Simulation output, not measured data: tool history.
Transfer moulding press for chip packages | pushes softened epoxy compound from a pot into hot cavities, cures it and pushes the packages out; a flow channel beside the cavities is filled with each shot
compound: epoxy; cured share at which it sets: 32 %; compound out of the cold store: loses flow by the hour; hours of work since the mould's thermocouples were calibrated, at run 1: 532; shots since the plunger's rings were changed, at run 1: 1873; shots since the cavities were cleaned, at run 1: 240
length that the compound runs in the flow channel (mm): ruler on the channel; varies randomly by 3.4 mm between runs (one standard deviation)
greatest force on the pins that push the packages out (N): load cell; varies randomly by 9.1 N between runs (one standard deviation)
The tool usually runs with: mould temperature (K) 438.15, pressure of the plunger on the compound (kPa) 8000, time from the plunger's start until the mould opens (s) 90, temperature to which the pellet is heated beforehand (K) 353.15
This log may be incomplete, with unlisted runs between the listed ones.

| run | day | mould temperature (K) | pressure of the plunger on the compound (kPa) | time from the plunger's start until the mould opens (s) | temperature to which the pellet is heated beforehand (K) | hours of work since the mould's thermocouples were calibrated | shots since the plunger's rings were changed | shots since the cavities were cleaned | incoming compound's hours out of the cold store | length that the compound runs in the flow channel (mm) | greatest force on the pins that push the packages out (N) |
|---|---|---|---|---|---|---|---|---|---|---|---|
| 1 | 0.000 | 438.15 | 8000 | 90 | 353.15 | 532 | 1873 | 240 | 14.4 | 547 | 506 |
|  | 1.571 | cavities cleaned with cleaning compound and waxed |
| 2 | 1.783 | 438.15 | 6980 | 90 | 353.15 | 556 | 2373 | 62 | 45.7 | 421 | 620 |
| 3 | 3.417 | 438.15 | 6390 | 90 | 353.15 | 578 | 2847 | 536 | 35.8 | 426 | 671 |
|  | 3.958 | cavities cleaned with cleaning compound and waxed |
|  | 5.121 | cavities cleaned with cleaning compound and waxed, once more |
| 4 | 5.233 | 443.15 | 8000 | 90 | 353.15 | 602 | 3338 | 33 | 11.7 | 535 | 379 |
| 5 | 6.121 | 443.15 | 8000 | 90 | 353.15 | 614 | 3597 | 292 | 19.3 | 513 | 445 |
|  | 7.483 | cavities cleaned with cleaning compound and waxed |
| 6 | 7.725 | 438.15 | 8000 | 90 | 353.15 | 636 | 4045 | 70 | 16.1 | 523 | 443 |
| 7 | 8.954 | 438.15 | 8000 | 90 | 353.15 | 653 | 4401 | 426 | 9.4 | 548 | 552 |
|  | 9.883 | plunger's sealing rings changed |
|  | 9.946 | cavities cleaned with cleaning compound and waxed |
| 8 | 10.700 | 438.15 | 8000 | 90 | 353.15 | 675 | 220 | 220 | 44.0 | 480 | 467 |
|  | 11.371 | mould's thermocouples calibrated |
| 9 | 11.804 | 438.15 | 8000 | 90 | 345.15 | 6 | 516 | 516 | 17.1 | 550 | 544 |
|  | 12.442 | cavities cleaned with cleaning compound and waxed |
| 10 | 13.300 | 445.15 | 8000 | 90 | 353.15 | 26 | 932 | 250 | 31.2 | 493 | 429 |
| 11 | 14.354 | 438.15 | 8000 | 90 | 352.15 | 41 | 1239 | 557 | 38.5 | 482 | 531 |
|  | 14.817 | cavities cleaned with cleaning compound and waxed |
| 12 | 16.062 | 438.15 | 8000 | 90 | 352.15 | 64 | 1716 | 362 | 23.5 | 517 | 500 |
|  | 17.208 | cavities cleaned with cleaning compound and waxed |
| 13 | 17.238 | 438.15 | 8000 | 90 | 346.15 | 79 | 2040 | 9 | 38.2 | 483 | 414 |
| 14 | 18.442 | 438.15 | 8000 | 90 | 346.15 | 96 | 2390 | 359 | 15.7 | 542 | 498 |
|  | 19.625 | cavities cleaned with cleaning compound and waxed |
| 15 | 19.688 | 434.15 | 8940 | 90 | 352.15 | 112 | 2734 | 18 | 8.3 | 602 | 529 |
| 16 | 21.508 | 438.15 | 7330 | 80 | 353.15 | 138 | 3262 | 546 | 20.1 | 496 | 633 |
|  | 21.967 | cavities cleaned with cleaning compound and waxed |
| 17 | 22.600 | 444.15 | 8000 | 75 | 353.15 | 152 | 3562 | 184 | 29.5 | 475 | 445 |
| 18 | 23.938 | 444.15 | 8000 | 90 | 356.15 | 171 | 3950 | 572 | 38.4 | 444 | 493 |
|  | 24.362 | cavities cleaned with cleaning compound and waxed |
| 19 | 25.196 | 438.15 | 8000 | 127 | 353.15 | 187 | 4297 | 241 | 28.3 | 486 | 429 |
| 20 | 26.171 | 435.15 | 8000 | 90 | 354.15 | 201 | 4581 | 525 | 31.0 | 477 | 580 |
|  | 26.550 | plunger's sealing rings changed |
|  | 26.821 | cavities cleaned with cleaning compound and waxed |
| 21 | 27.929 | 438.15 | 9580 | 115 | 361.15 | 223 | 382 | 322 | 32.1 | 553 | 445 |
|  | 29.133 | cavities cleaned with cleaning compound and waxed |
| 22 | 29.750 | 438.15 | 8000 | 121 | 353.15 | 248 | 893 | 179 | 37.3 | 489 | 397 |
| 23 | 31.296 | 438.15 | 8000 | 121 | 344.15 | 269 | 1342 | 628 | 18.4 | 551 | 457 |
|  | 31.579 | cavities cleaned with cleaning compound and waxed |
| 24 | 32.925 | 435.15 | 6960 | 90 | 353.15 | 291 | 1797 | 390 | 20.7 | 504 | 580 |
|  | 33.938 | cavities cleaned with cleaning compound and waxed |
| 25 | 34.500 | 435.15 | 6960 | 100 | 358.15 | 312 | 2236 | 163 | 15.1 | 515 | 444 |
| 26 | 35.754 | 435.15 | 9830 | 100 | 360.15 | 329 | 2601 | 528 | 13.2 | 610 | 535 |

Hidden condition of the tool, last listed run before each entry between runs versus first listed run after:
Runs 1 to 2: cavities cleaned with cleaning compound and waxed (day 1.571)
  true mould temperature over the reading, C: -0.85 -> -0.89; pressure that reaches the compound, % of what is set: 93.9 -> 92.42; grip of the stained cavities, % over clean ones': 15.8 -> 49.3
  measured less the result without the state, length that the compound runs in the flow channel (mm): -16 -> -15; greatest force on the pins that push the packages out (N): +83 -> +217
Runs 3 to 4: cavities cleaned with cleaning compound and waxed (day 3.958); cavities cleaned with cleaning compound and waxed, once more (day 5.121)
  true mould temperature over the reading, C: -0.92 -> -0.97; pressure that reaches the compound, % of what is set: 91.1 -> 89.53; grip of the stained cavities, % over clean ones': 55.6 -> 4.8
  measured less the result without the state, length that the compound runs in the flow channel (mm): -19 -> -28; greatest force on the pins that push the packages out (N): +254 -> +22
Runs 5 to 6: cavities cleaned with cleaning compound and waxed (day 7.483)
  true mould temperature over the reading, C: -0.99 -> -1.02; pressure that reaches the compound, % of what is set: 88.75 -> 87.45; grip of the stained cavities, % over clean ones': 19.2 -> 7.4
  measured less the result without the state, length that the compound runs in the flow channel (mm): -29 -> -34; greatest force on the pins that push the packages out (N): +76 -> +48
Runs 7 to 8: plunger's sealing rings changed (day 9.883); cavities cleaned with cleaning compound and waxed (day 9.946)
  true mould temperature over the reading, C: -1.05 -> -1.09; pressure that reaches the compound, % of what is set: 86.35 -> 98.6; grip of the stained cavities, % over clean ones': 26.8 -> 16.3
  measured less the result without the state, length that the compound runs in the flow channel (mm): -39 -> -1; greatest force on the pins that push the packages out (N): +135 -> +79
Runs 8 to 9: mould's thermocouples calibrated (day 11.371)
  true mould temperature over the reading, C: -1.09 -> 0.31; pressure that reaches the compound, % of what is set: 98.6 -> 97.68; grip of the stained cavities, % over clean ones': 16.3 -> 31.2
  measured less the result without the state, length that the compound runs in the flow channel (mm): -1 -> -7; greatest force on the pins that push the packages out (N): +79 -> +124
Runs 9 to 10: cavities cleaned with cleaning compound and waxed (day 12.442)
  true mould temperature over the reading, C: 0.31 -> 0.27; pressure that reaches the compound, % of what is set: 97.68 -> 96.43; grip of the stained cavities, % over clean ones': 31.2 -> 20.5
  measured less the result without the state, length that the compound runs in the flow channel (mm): -7 -> -10; greatest force on the pins that push the packages out (N): +124 -> +74
Runs 11 to 12: cavities cleaned with cleaning compound and waxed (day 14.817)
  true mould temperature over the reading, C: 0.25 -> 0.21; pressure that reaches the compound, % of what is set: 95.52 -> 94.2; grip of the stained cavities, % over clean ones': 33.5 -> 23.8
  measured less the result without the state, length that the compound runs in the flow channel (mm): -11 -> -16; greatest force on the pins that push the packages out (N): +129 -> +92
Runs 12 to 13: cavities cleaned with cleaning compound and waxed (day 17.208)
  true mould temperature over the reading, C: 0.21 -> 0.18; pressure that reaches the compound, % of what is set: 94.2 -> 93.24; grip of the stained cavities, % over clean ones': 23.8 -> 3.7
  measured less the result without the state, length that the compound runs in the flow channel (mm): -16 -> -17; greatest force on the pins that push the packages out (N): +92 -> +12
Runs 14 to 15: cavities cleaned with cleaning compound and waxed (day 19.625)
  true mould temperature over the reading, C: 0.15 -> 0.13; pressure that reaches the compound, % of what is set: 92.16 -> 91.19; grip of the stained cavities, % over clean ones': 23.1 -> 1.3
  measured less the result without the state, length that the compound runs in the flow channel (mm): -23 -> -29; greatest force on the pins that push the packages out (N): +90 -> +2
Runs 16 to 17: cavities cleaned with cleaning compound and waxed (day 21.967)
  true mould temperature over the reading, C: 0.09 -> 0.06; pressure that reaches the compound, % of what is set: 89.56 -> 88.58; grip of the stained cavities, % over clean ones': 30.7 -> 15.5
  measured less the result without the state, length that the compound runs in the flow channel (mm): -28 -> -30; greatest force on the pins that push the packages out (N): +146 -> +60
Runs 18 to 19: cavities cleaned with cleaning compound and waxed (day 24.362)
  true mould temperature over the reading, C: 0.03 -> 0.01; pressure that reaches the compound, % of what is set: 87.41 -> 86.37; grip of the stained cavities, % over clean ones': 33.3 -> 18.7
  measured less the result without the state, length that the compound runs in the flow channel (mm): -31 -> -37; greatest force on the pins that push the packages out (N): +125 -> +68
Runs 20 to 21: plunger's sealing rings changed (day 26.550); cavities cleaned with cleaning compound and waxed (day 26.821)
  true mould temperature over the reading, C: -0.02 -> -0.06; pressure that reaches the compound, % of what is set: 85.49 -> 98.74; grip of the stained cavities, % over clean ones': 32.3 -> 23.3
  measured less the result without the state, length that the compound runs in the flow channel (mm): -39 -> -3; greatest force on the pins that push the packages out (N): +143 -> +84
Runs 21 to 22: cavities cleaned with cleaning compound and waxed (day 29.133)
  true mould temperature over the reading, C: -0.06 -> -0.1; pressure that reaches the compound, % of what is set: 98.74 -> 97.21; grip of the stained cavities, % over clean ones': 23.3 -> 13.3
  measured less the result without the state, length that the compound runs in the flow channel (mm): -3 -> -6; greatest force on the pins that push the packages out (N): +84 -> +48
Runs 23 to 24: cavities cleaned with cleaning compound and waxed (day 31.579)
  true mould temperature over the reading, C: -0.13 -> -0.17; pressure that reaches the compound, % of what is set: 95.93 -> 94.53; grip of the stained cavities, % over clean ones': 34.4 -> 23.3
  measured less the result without the state, length that the compound runs in the flow channel (mm): -11 -> -14; greatest force on the pins that push the packages out (N): +118 -> +115
Runs 24 to 25: cavities cleaned with cleaning compound and waxed (day 33.938)
  true mould temperature over the reading, C: -0.17 -> -0.2; pressure that reaches the compound, % of what is set: 94.53 -> 93.29; grip of the stained cavities, % over clean ones': 23.3 -> 12.3
  measured less the result without the state, length that the compound runs in the flow channel (mm): -14 -> -17; greatest force on the pins that push the packages out (N): +115 -> +52
